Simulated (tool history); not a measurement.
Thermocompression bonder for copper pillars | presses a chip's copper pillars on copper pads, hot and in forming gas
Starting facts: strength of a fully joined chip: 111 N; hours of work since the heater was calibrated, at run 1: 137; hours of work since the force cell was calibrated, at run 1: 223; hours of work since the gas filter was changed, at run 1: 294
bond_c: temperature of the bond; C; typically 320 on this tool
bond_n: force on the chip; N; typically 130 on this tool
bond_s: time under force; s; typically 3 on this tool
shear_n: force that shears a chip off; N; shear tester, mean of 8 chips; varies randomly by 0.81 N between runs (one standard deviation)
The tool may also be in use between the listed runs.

| run | hour | bond_c | bond_n | bond_s | hours of work since the heater was calibrated | hours of work since the force cell was calibrated | hours of work since the gas filter was changed | shear_n |
|---|---|---|---|---|---|---|---|---|
| 1 | 0 | 320 | 130 | 3 | 137 | 223 | 294 | 62.1 |
| 2 | 28.3 | 320 | 101 | 3 | 150 | 235 | 307 | 55.1 |
| 3 | 49.1 | 320 | 101 | 3 | 159 | 245 | 316 | 55.8 |
| 4 | 65.2 | 320 | 130 | 3 | 166 | 251 | 323 | 62 |
| 5 | 86.5 | 320 | 130 | 3 | 175 | 261 | 332 | 62.4 |
| 6 | 115.8 | 320 | 130 | 3 | 187 | 273 | 344 | 62.1 |
|  | 131.7 | forming gas filter changed |
| 7 | 135.8 | 320 | 130 | 3 | 196 | 282 | 2 | 63.6 |
| 8 | 154.6 | 329 | 130 | 3 | 204 | 290 | 10 | 66.4 |
| 9 | 187 | 329 | 130 | 3 | 218 | 304 | 24 | 67.5 |
| 10 | 218 | 320 | 130 | 3 | 231 | 317 | 37 | 63.6 |
| 11 | 239 | 314 | 130 | 3 | 241 | 326 | 46 | 59.6 |
| 12 | 259.4 | 320 | 130 | 3 | 249 | 335 | 55 | 62.8 |
| 13 | 275.5 | 320 | 130 | 3 | 256 | 342 | 62 | 63 |
| 14 | 289.8 | 320 | 169 | 3 | 263 | 348 | 68 | 71 |
| 15 | 311 | 320 | 169 | 3 | 272 | 358 | 78 | 71.7 |
| 16 | 335.7 | 320 | 169 | 3 | 282 | 368 | 88 | 72.4 |
| 17 | 366.2 | 342 | 130 | 3 | 296 | 382 | 102 | 73.9 |
| 18 | 387.1 | 342 | 130 | 3 | 305 | 391 | 111 | 73 |
| 19 | 407.7 | 342 | 130 | 3 | 314 | 400 | 119 | 73.9 |
| 20 | 429.3 | 338 | 130 | 3 | 323 | 409 | 129 | 73.3 |
| 21 | 457.7 | 343 | 148 | 7 | 335 | 421 | 141 | 95.3 |
| 22 | 478.4 | 326 | 99 | 3 | 344 | 430 | 150 | 57.9 |
| 23 | 509.2 | 320 | 127 | 5 | 358 | 443 | 163 | 72.1 |
| 24 | 536.7 | 320 | 175 | 3 | 369 | 455 | 175 | 72.7 |
| 25 | 551.6 | 292 | 153 | 3 | 376 | 462 | 182 | 52.7 |
| 26 | 582.9 | 299 | 126 | 3 | 389 | 475 | 195 | 49.4 |
| 27 | 602.3 | 311 | 130 | 4 | 398 | 484 | 204 | 64.2 |
| 28 | 634.7 | 320 | 131 | 3 | 412 | 498 | 218 | 62.1 |
| 29 | 656.8 | 320 | 131 | 3 | 421 | 507 | 227 | 62.4 |
| 30 | 677.5 | 307 | 130 | 5 | 430 | 516 | 236 | 65.7 |
| 31 | 703.6 | 332 | 164 | 5 | 442 | 528 | 248 | 85.4 |
| 32 | 722.2 | 332 | 164 | 5 | 450 | 536 | 256 | 85.4 |
| 33 | 738.4 | 332 | 130 | 3 | 457 | 543 | 263 | 68.4 |
| 34 | 761.3 | 309 | 160 | 3 | 467 | 553 | 273 | 62.6 |
| 35 | 791.9 | 299 | 168 | 4 | 480 | 566 | 286 | 66.5 |
| 36 | 810.4 | 299 | 168 | 4 | 488 | 574 | 294 | 64.1 |
| 37 | 826.1 | 331 | 130 | 5 | 495 | 581 | 301 | 76.6 |
| 38 | 848.2 | 335 | 163 | 3 | 504 | 590 | 310 | 78.3 |
| 39 | 871.3 | 310 | 82 | 2 | 514 | 600 | 320 | 36.8 |
| 40 | 884.5 | 310 | 128 | 2 | 520 | 606 | 326 | 48.7 |

Alternative continuations, all from the tool just after run 40; predict every row:
|  | 910.9 | heater calibrated with a thermocouple chip |
| A | 910.9 | 304 | 99 | 2 | 0 | 616 | 336 | ? |
|  | 910.9 | heater calibrated with a thermocouple chip |
| B | 910.9 | 348 | 182 | 2 | 0 | 616 | 336 | ? |
|  | 910.9 | heater calibrated with a thermocouple chip |
| C | 910.9 | 309 | 106 | 2 | 0 | 616 | 336 | ? |
|  | 910.9 | heater calibrated with a thermocouple chip |
| D | 910.9 | 320 | 143 | 3 | 0 | 616 | 336 | ? |

| run | shear_n |
|---|---|
| A | 38.2 |
| B | 79.1 |
| C | 42.8 |
| D | 65.5 |
Without the tool's unlogged condition, the same runs would have read:
| run | shear_n |
|---|---|
| A | 38.5 |
| B | 79.6 |
| C | 43.1 |
| D | 65.9 |

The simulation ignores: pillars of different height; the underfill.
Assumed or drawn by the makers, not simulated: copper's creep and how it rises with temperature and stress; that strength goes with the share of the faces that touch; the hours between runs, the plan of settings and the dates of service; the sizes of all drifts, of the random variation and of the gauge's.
